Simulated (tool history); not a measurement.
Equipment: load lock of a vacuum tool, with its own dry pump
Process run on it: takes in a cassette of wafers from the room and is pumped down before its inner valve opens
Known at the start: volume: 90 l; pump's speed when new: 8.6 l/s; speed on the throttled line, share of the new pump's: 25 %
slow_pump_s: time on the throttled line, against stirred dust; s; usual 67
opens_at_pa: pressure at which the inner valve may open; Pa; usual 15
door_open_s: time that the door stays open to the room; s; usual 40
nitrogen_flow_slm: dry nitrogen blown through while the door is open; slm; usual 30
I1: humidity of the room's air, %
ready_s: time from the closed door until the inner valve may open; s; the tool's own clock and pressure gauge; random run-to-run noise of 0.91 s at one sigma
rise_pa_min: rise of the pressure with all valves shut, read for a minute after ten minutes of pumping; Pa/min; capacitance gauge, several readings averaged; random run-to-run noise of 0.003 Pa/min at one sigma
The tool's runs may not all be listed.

run 1 hour=0 | slow_pump_s=67 opens_at_pa=15 door_open_s=40 nitrogen_flow_slm=30 | I1=47.9 | ready_s=143.4 rise_pa_min=0.024
run 2 hour=261.4 | slow_pump_s=67 opens_at_pa=15 door_open_s=40 nitrogen_flow_slm=30 | I1=44.1 | ready_s=142.6 rise_pa_min=0.026
run 3 hour=515.1 | slow_pump_s=67 opens_at_pa=15 door_open_s=40 nitrogen_flow_slm=30 | I1=46 | ready_s=143.5 rise_pa_min=0.025
run 4 hour=698.5 | slow_pump_s=67 opens_at_pa=15 door_open_s=40 nitrogen_flow_slm=30 | I1=43.8 | ready_s=144.7 rise_pa_min=0.023
run 5 hour=915.8 | slow_pump_s=67 opens_at_pa=15 door_open_s=40 nitrogen_flow_slm=30 | I1=40.1 | ready_s=143.5 rise_pa_min=0.027
run 6 hour=1184.5 | slow_pump_s=67 opens_at_pa=15 door_open_s=40 nitrogen_flow_slm=30 | I1=44.8 | ready_s=142.8 rise_pa_min=0.026
run 7 hour=1407 | slow_pump_s=67 opens_at_pa=24 door_open_s=40 nitrogen_flow_slm=30 | I1=45 | ready_s=138.2 rise_pa_min=0.024
run 8 hour=1619.5 | slow_pump_s=67 opens_at_pa=24 door_open_s=40 nitrogen_flow_slm=30 | I1=45.2 | ready_s=138.5 rise_pa_min=0.024
run 9 hour=1855.6 | slow_pump_s=67 opens_at_pa=15 door_open_s=40 nitrogen_flow_slm=30 | I1=48 | ready_s=143.7 rise_pa_min=0.027
run 10 hour=2030.2 | slow_pump_s=67 opens_at_pa=15 door_open_s=40 nitrogen_flow_slm=30 | I1=44.6 | ready_s=143.9 rise_pa_min=0.028
run 11 hour=2211.6 | slow_pump_s=67 opens_at_pa=15 door_open_s=40 nitrogen_flow_slm=30 | I1=43.7 | ready_s=142.6 rise_pa_min=0.022
run 12 hour=2476.5 | slow_pump_s=53 opens_at_pa=15 door_open_s=40 nitrogen_flow_slm=8 | I1=43.6 | ready_s=133.9 rise_pa_min=0.041
run 13 hour=2612 | slow_pump_s=53 opens_at_pa=15 door_open_s=40 nitrogen_flow_slm=32 | I1=46.7 | ready_s=133.2 rise_pa_min=0.029

Forecast run 14:
run 14 hour=2826.8 | slow_pump_s=84 opens_at_pa=18 door_open_s=40 nitrogen_flow_slm=16 | I1=42.9 | ready_s=? rise_pa_min=?

{"run 14": {"ready_s": 154.7, "rise_pa_min": 0.03}}
With no hidden state in the tool, this same run would have given ready_s 154.7 s, rise_pa_min 0.029 Pa/min.

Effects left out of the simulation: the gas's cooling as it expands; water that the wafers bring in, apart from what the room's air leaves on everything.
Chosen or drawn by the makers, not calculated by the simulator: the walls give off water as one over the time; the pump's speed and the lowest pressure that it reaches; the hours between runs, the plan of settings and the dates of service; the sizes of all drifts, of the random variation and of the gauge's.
